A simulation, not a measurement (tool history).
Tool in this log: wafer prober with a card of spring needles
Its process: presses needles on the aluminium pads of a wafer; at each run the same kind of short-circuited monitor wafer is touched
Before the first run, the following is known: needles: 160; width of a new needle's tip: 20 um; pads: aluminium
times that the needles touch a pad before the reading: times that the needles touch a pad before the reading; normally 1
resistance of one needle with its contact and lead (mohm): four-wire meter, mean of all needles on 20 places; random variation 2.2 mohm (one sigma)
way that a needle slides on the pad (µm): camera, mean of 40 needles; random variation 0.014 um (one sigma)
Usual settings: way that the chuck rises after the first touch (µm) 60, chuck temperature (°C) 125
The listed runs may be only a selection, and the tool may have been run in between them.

run,hour,way that the chuck rises after the first touch (µm),chuck temperature (°C),times that the needles touch a pad before the reading,resistance of one needle with its contact and lead (mohm),way that a needle slides on the pad (µm)
1,0,60,125,1,260,11.84
2,11.6,43,125,1,310,8.43
# hour 16.3: tips cleaned on abrasive film
3,18.1,71,125,1,245,13.99
4,25.2,55,125,1,279,10.86
5,30.5,55,125,1,286,10.82
# hour 37.3: tips cleaned on abrasive film
6,40.3,60,123,1,258,11.79
7,50.7,60,125,1,272,11.79
# hour 58.4: tips cleaned on abrasive film
8,62.8,60,125,1,261,11.79
9,69.1,60,125,1,273,11.79
# hour 79.6: tips cleaned on abrasive film
10,79.9,60,125,1,247,11.8
11,85,60,66,1,251,11.77
12,91.7,60,125,1,276,11.76
# hour 100.5: tips cleaned on abrasive film
13,101.1,60,125,1,243,11.76
14,106.1,60,125,1,263,11.78
15,116.4,60,29,1,263,11.78
# hour 121.8: tips cleaned on abrasive film
16,126.9,60,125,1,269,11.74
17,133.2,60,125,1,272,11.75
18,140.3,42,88,1,312,8.2
# hour 142.5: tips cleaned on abrasive film
19,150,42,88,1,300,8.19
20,155.7,48,88,3,255,9.37
21,161.8,48,88,3,257,9.4
# hour 163.3: tips cleaned on abrasive film
22,172.4,48,88,1,290,9.36
23,182.8,41,56,1,314,7.98
# hour 183.9: tips cleaned on abrasive film
24,193.8,68,66,2,240,13.34
25,203.2,63,125,1,273,12.33
# hour 205.2: tips cleaned on abrasive film
26,210.3,57,32,1,247,11.15
27,222.2,52,125,1,287,10.14
# hour 226.1: tips cleaned on abrasive film
28,228.7,45,25,1,255,8.76
29,237.8,47,70,1,293,9.13
# hour 247.3: tips cleaned on abrasive film
# hour 249.3: height of the first contact set anew
30,249.7,41,35,1,252,8.09
31,261,41,35,1,302,8.12
32,265.9,75,106,1,260,14.87
# hour 268.7: tips cleaned on abrasive film
33,276.2,75,106,1,256,14.87
34,282.9,75,106,1,257,14.85

What if the next run were any one of these 3? Each begins from the tool's condition after run 34:
# hour 289.5: tips cleaned on abrasive film
A,293.1,40,125,2,?,?
# hour 289.5: tips cleaned on abrasive film
B,293.1,47,99,2,?,?
# hour 289.5: tips cleaned on abrasive film
C,293.1,44,125,2,?,?

run,resistance of one needle with its contact and lead (mohm),way that a needle slides on the pad (µm)
A,270,7.91
B,258,9.31
C,261,8.71
Stripped of hidden state, with their random variation kept, the same runs would have yielded:
run,resistance of one needle with its contact and lead (mohm),way that a needle slides on the pad (µm)
A,246,7.93
B,239,9.33
C,241,8.72
